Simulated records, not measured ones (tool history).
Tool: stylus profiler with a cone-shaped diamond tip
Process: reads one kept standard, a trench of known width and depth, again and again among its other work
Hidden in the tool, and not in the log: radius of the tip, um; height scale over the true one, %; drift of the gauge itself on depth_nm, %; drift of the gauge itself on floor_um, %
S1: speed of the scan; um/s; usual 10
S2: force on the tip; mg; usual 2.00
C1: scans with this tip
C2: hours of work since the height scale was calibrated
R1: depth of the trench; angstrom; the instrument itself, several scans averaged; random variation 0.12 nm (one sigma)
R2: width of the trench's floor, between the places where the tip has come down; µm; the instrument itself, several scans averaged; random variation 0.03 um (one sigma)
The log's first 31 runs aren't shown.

run	hour	S1	S2	C1	C2	R1	R2
32	1137.4	10	1.06	5947	1358	5022.7	97.29
33	1163.6	10	1.06	6010	1372	5023.0	97.23
34	1210.5	11	4.12	6122	1398	5055.5	97.36
35	1238.1	3	1.10	6189	1413	5025.3	97.31
36	1261.5	15	0.69	6245	1426	5017.7	97.20
37	1307.0	15	0.69	6354	1451	5015.1	97.20
38	1329.8	15	0.69	6409	1463	5015.4	97.16
39	1373.1	4	4.51	6513	1487	5059.3	97.33
40	1409.5	35	0.72	6600	1507	5016.1	96.91
41	1451.1	35	0.72	6700	1530	5017.1	96.95
42	1501.1	15	4.66	6820	1557	5060.2	97.27
43	1542.2	28	0.89	6919	1580	5017.9	97.08
44	1575.8	28	0.89	6999	1598	5019.3	97.10
45	1629.0	2	2.00	7127	1627	5034.7	97.33
46	1672.1	28	2.00	7231	1651	5030.9	97.16
47	1721.4	10	4.29	7349	1678	5054.6	97.27

Forecast each of these 4 alternatives for the next run:
A	1758.1	4	0.89	7437	1698	?	?
B	1758.1	27	4.29	7437	1698	?	?
C	1758.1	10	1.62	7437	1698	?	?
D	1758.1	7	1.91	7437	1698	?	?

run	R1	R2
A	5019.3	97.29
B	5056.3	97.15
C	5030.0	97.32
D	5031.7	97.30
Without the tool's hidden state the same runs would have given:
run	R1	R2
A	5019.4	97.30
B	5056.4	97.16
C	5030.1	97.34
D	5031.8	97.31
